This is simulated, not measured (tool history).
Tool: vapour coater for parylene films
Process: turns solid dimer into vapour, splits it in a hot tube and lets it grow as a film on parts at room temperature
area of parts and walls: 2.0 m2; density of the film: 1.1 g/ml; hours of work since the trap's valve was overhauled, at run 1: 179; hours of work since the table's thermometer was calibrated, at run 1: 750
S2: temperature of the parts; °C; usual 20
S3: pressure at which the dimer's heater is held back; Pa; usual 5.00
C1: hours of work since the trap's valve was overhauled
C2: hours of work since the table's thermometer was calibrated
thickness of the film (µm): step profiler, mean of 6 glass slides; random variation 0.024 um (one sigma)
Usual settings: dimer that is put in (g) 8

run 1 hour=0.0 | dimer_that_is_put_in_(g)=8 S2=20 S3=5.00 | C1=179 C2=750 | thickness_of_the_film_(µm)=1.87
run 2 hour=17.6 | dimer_that_is_put_in_(g)=8 S2=20 S3=5.58 | C1=188 C2=760 | thickness_of_the_film_(µm)=1.83
run 3 hour=49.2 | dimer_that_is_put_in_(g)=8 S2=20 S3=5.00 | C1=205 C2=777 | thickness_of_the_film_(µm)=1.88
run 4 hour=77.2 | dimer_that_is_put_in_(g)=8 S2=20 S3=5.00 | C1=220 C2=792 | thickness_of_the_film_(µm)=1.86
run 5 hour=97.8 | dimer_that_is_put_in_(g)=8 S2=20 S3=5.00 | C1=231 C2=803 | thickness_of_the_film_(µm)=1.87
run 6 hour=119.2 | dimer_that_is_put_in_(g)=8 S2=20 S3=5.00 | C1=243 C2=814 | thickness_of_the_film_(µm)=1.86
run 7 hour=154.5 | dimer_that_is_put_in_(g)=8 S2=20 S3=5.00 | C1=262 C2=833 | thickness_of_the_film_(µm)=1.84
run 8 hour=186.6 | dimer_that_is_put_in_(g)=8 S2=20 S3=5.00 | C1=279 C2=851 | thickness_of_the_film_(µm)=1.91
run 9 hour=209.5 | dimer_that_is_put_in_(g)=8 S2=20 S3=5.00 | C1=291 C2=863 | thickness_of_the_film_(µm)=1.82
run 10 hour=242.5 | dimer_that_is_put_in_(g)=8 S2=20 S3=5.00 | C1=309 C2=881 | thickness_of_the_film_(µm)=1.87
run 11 hour=261.6 | dimer_that_is_put_in_(g)=8 S2=20 S3=5.00 | C1=319 C2=891 | thickness_of_the_film_(µm)=1.79
run 12 hour=283.5 | dimer_that_is_put_in_(g)=8 S2=20 S3=5.00 | C1=331 C2=903 | thickness_of_the_film_(µm)=1.86
run 13 hour=302.5 | dimer_that_is_put_in_(g)=8 S2=28 S3=5.00 | C1=341 C2=913 | thickness_of_the_film_(µm)=1.41
run 14 hour=333.7 | dimer_that_is_put_in_(g)=8 S2=28 S3=5.00 | C1=358 C2=930 | thickness_of_the_film_(µm)=1.41
run 15 hour=353.5 | dimer_that_is_put_in_(g)=8 S2=25 S3=5.00 | C1=369 C2=940 | thickness_of_the_film_(µm)=1.58
run 16 hour=380.1 | dimer_that_is_put_in_(g)=8 S2=28 S3=5.00 | C1=383 C2=955 | thickness_of_the_film_(µm)=1.41
run 17 hour=405.6 | dimer_that_is_put_in_(g)=5 S2=16 S3=2.41 | C1=397 C2=968 | thickness_of_the_film_(µm)=1.54
run 18 hour=427.9 | dimer_that_is_put_in_(g)=5 S2=16 S3=2.41 | C1=409 C2=980 | thickness_of_the_film_(µm)=1.51
run 19 hour=458.7 | dimer_that_is_put_in_(g)=5 S2=16 S3=2.41 | C1=425 C2=997 | thickness_of_the_film_(µm)=1.52
run 20 hour=484.0 | dimer_that_is_put_in_(g)=5 S2=16 S3=2.41 | C1=439 C2=1011 | thickness_of_the_film_(µm)=1.49
run 21 hour=500.0 | dimer_that_is_put_in_(g)=11 S2=20 S3=2.74 | C1=448 C2=1019 | thickness_of_the_film_(µm)=2.88
run 22 hour=522.3 | dimer_that_is_put_in_(g)=4 S2=20 S3=4.20 | C1=460 C2=1031 | thickness_of_the_film_(µm)=0.99
run 23 hour=556.4 | dimer_that_is_put_in_(g)=4 S2=20 S3=4.20 | C1=478 C2=1050 | thickness_of_the_film_(µm)=0.96

Forecast run 24:
run 24 hour=575.9 | dimer_that_is_put_in_(g)=4 S2=12 S3=3.08 | C1=488 C2=1060 | thickness_of_the_film_(µm)=?

Run 24 gave thickness of the film (µm) 1.33.
Without the tool's hidden state the same run would have given thickness of the film (µm) 1.34.

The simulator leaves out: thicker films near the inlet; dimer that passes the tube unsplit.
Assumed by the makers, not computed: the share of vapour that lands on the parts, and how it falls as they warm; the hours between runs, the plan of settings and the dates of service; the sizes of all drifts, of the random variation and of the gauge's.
